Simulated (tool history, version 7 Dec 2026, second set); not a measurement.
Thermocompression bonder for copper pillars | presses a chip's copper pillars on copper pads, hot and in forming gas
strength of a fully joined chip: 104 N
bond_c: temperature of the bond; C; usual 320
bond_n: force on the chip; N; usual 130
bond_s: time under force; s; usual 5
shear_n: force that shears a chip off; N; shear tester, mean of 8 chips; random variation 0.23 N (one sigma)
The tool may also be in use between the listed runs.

run 1 hour=0 | bond_c=320 bond_n=130 bond_s=5 | shear_n=50.6
run 2 hour=19.2 | bond_c=320 bond_n=130 bond_s=5 | shear_n=50.6
run 3 hour=37 | bond_c=320 bond_n=150 bond_s=5 | shear_n=58.3
run 4 hour=54.7 | bond_c=320 bond_n=150 bond_s=5 | shear_n=57.9
run 5 hour=72.2 | bond_c=320 bond_n=150 bond_s=5 | shear_n=58.1
run 6 hour=83.2 | bond_c=320 bond_n=130 bond_s=5 | shear_n=50.1
run 7 hour=101.9 | bond_c=320 bond_n=130 bond_s=5 | shear_n=50.2
run 8 hour=122 | bond_c=320 bond_n=130 bond_s=10 | shear_n=62.9
run 9 hour=138 | bond_c=320 bond_n=130 bond_s=10 | shear_n=62.9
run 10 hour=155 | bond_c=320 bond_n=130 bond_s=10 | shear_n=63.1
run 11 hour=174.5 | bond_c=320 bond_n=130 bond_s=10 | shear_n=62.6
run 12 hour=184.3 | bond_c=331 bond_n=130 bond_s=10 | shear_n=67.6
run 13 hour=201.7 | bond_c=320 bond_n=130 bond_s=5 | shear_n=49.7
run 14 hour=214.8 | bond_c=320 bond_n=89 bond_s=5 | shear_n=33
run 15 hour=234.7 | bond_c=320 bond_n=89 bond_s=5 | shear_n=32.9
run 16 hour=248 | bond_c=320 bond_n=89 bond_s=5 | shear_n=33.2
run 17 hour=264.4 | bond_c=320 bond_n=89 bond_s=5 | shear_n=32.8
run 18 hour=278.1 | bond_c=320 bond_n=89 bond_s=5 | shear_n=32.6
run 19 hour=291 | bond_c=320 bond_n=96 bond_s=4 | shear_n=32.6
run 20 hour=312.9 | bond_c=302 bond_n=159 bond_s=5 | shear_n=51.6
run 21 hour=323.3 | bond_c=302 bond_n=159 bond_s=5 | shear_n=51.7
run 22 hour=337.7 | bond_c=302 bond_n=159 bond_s=5 | shear_n=51.8
run 23 hour=358.3 | bond_c=309 bond_n=80 bond_s=3 | shear_n=20.5
-- hour=361.6 heater calibrated with a thermocouple chip
run 24 hour=376.3 | bond_c=329 bond_n=105 bond_s=5 | shear_n=45.5
run 25 hour=389 | bond_c=332 bond_n=101 bond_s=5 | shear_n=44.5
run 26 hour=409.4 | bond_c=304 bond_n=161 bond_s=5 | shear_n=56.5
run 27 hour=430.1 | bond_c=304 bond_n=161 bond_s=5 | shear_n=56.2
-- hour=446.1 heater calibrated with a thermocouple chip, once more
run 28 hour=455.8 | bond_c=299 bond_n=95 bond_s=13 | shear_n=36
run 29 hour=471.3 | bond_c=297 bond_n=138 bond_s=5 | shear_n=36.9
run 30 hour=484.1 | bond_c=345 bond_n=188 bond_s=9 | shear_n=82.6
run 31 hour=508.4 | bond_c=338 bond_n=119 bond_s=5 | shear_n=47
-- hour=510.3 forming gas filter changed
run 32 hour=526.2 | bond_c=327 bond_n=101 bond_s=5 | shear_n=37.7
run 33 hour=538.4 | bond_c=327 bond_n=101 bond_s=5 | shear_n=38.2
run 34 hour=552.1 | bond_c=300 bond_n=183 bond_s=3 | shear_n=45.4
run 35 hour=563 | bond_c=315 bond_n=79 bond_s=3 | shear_n=19.7

4 ways to go on from here, each from the tool as it stands after run 35. What would each give?
run A hour=578.1 | bond_c=328 bond_n=124 bond_s=5 | shear_n=?
run B hour=578.1 | bond_c=320 bond_n=101 bond_s=5 | shear_n=?
run C hour=578.1 | bond_c=295 bond_n=79 bond_s=3 | shear_n=?
run D hour=578.1 | bond_c=312 bond_n=80 bond_s=5 | shear_n=?

run=A shear_n=47.5
run=B shear_n=34.8
run=C shear_n=15.2
run=D shear_n=24.4
Without the tool's hidden state the same runs would have given:
run=A shear_n=46.4
run=B shear_n=33.9
run=C shear_n=14.7
run=D shear_n=23.6
